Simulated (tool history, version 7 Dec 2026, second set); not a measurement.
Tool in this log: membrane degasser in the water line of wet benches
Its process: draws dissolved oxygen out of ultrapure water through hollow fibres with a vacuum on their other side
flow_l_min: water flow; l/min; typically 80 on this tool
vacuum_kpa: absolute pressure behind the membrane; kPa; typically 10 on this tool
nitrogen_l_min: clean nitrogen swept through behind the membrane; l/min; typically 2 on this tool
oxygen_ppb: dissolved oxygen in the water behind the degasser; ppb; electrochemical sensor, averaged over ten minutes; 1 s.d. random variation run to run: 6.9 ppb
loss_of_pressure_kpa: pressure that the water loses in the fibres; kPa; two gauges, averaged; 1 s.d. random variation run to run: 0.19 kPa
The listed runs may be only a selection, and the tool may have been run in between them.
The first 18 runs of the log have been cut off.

run,hour,flow_l_min,vacuum_kpa,nitrogen_l_min,hours since the membrane was changed,hours since the vacuum gauge was calibrated,hours since the vacuum lines were made tight,oxygen_ppb,loss_of_pressure_kpa
19,2308,89,19,5.11,9372,3639,5449,803.3,43.25
20,2424.2,64,19.3,4.36,9488,3756,5565,601.4,31.07
21,2577.3,64,19.3,2.83,9641,3909,5718,824.9,31.34
22,2666,64,19.3,2.83,9730,3997,5807,828.6,31.44
23,2740.9,68,13.3,1.46,9805,4072,5882,938.7,33.16
24,2878.8,68,13.3,1.46,9942,4210,6019,938,33.35
# hour 2974.3: gauge calibrated
25,3028.1,89,13.3,0.83,10092,4360,6169,1637.6,42.32
26,3108.3,80,11.5,0.93,10172,4440,6249,1209.9,37.74
27,3215.3,80,15.6,1.2,10279,4547,6356,1450.1,38.23
28,3342.5,109,8.3,2,10406,4674,6483,858.2,51.9
29,3519.3,50,23.4,2.9,10583,4851,6660,762,24.05
30,3592.6,50,23.4,5.46,10656,4924,6733,454.3,24.08
31,3707.4,100,10,2,10771,5039,6848,909.4,47.82
32,3808.9,119,10,2,10873,5140,6950,1109.1,57.07

Each row is a separate what-if for the run after 32, all from the same tool condition, not one after another. Results?
A,3902.9,105,10,2,10967,5234,7044,?,?
B,3902.9,127,21.2,5.19,10967,5234,7044,?,?
C,3902.9,82,10,2,10967,5234,7044,?,?
D,3902.9,126,14.3,2,10967,5234,7044,?,?

run,oxygen_ppb,loss_of_pressure_kpa
A,980.6,50.1
B,1323.8,60.55
C,721.4,39.45
D,1559.4,60.3
With the hidden condition removed and each run's random variation left untouched, the same runs would have given:
run,oxygen_ppb,loss_of_pressure_kpa
A,978.9,49.58
B,1322.2,59.92
C,720.2,39.05
D,1557.5,59.68

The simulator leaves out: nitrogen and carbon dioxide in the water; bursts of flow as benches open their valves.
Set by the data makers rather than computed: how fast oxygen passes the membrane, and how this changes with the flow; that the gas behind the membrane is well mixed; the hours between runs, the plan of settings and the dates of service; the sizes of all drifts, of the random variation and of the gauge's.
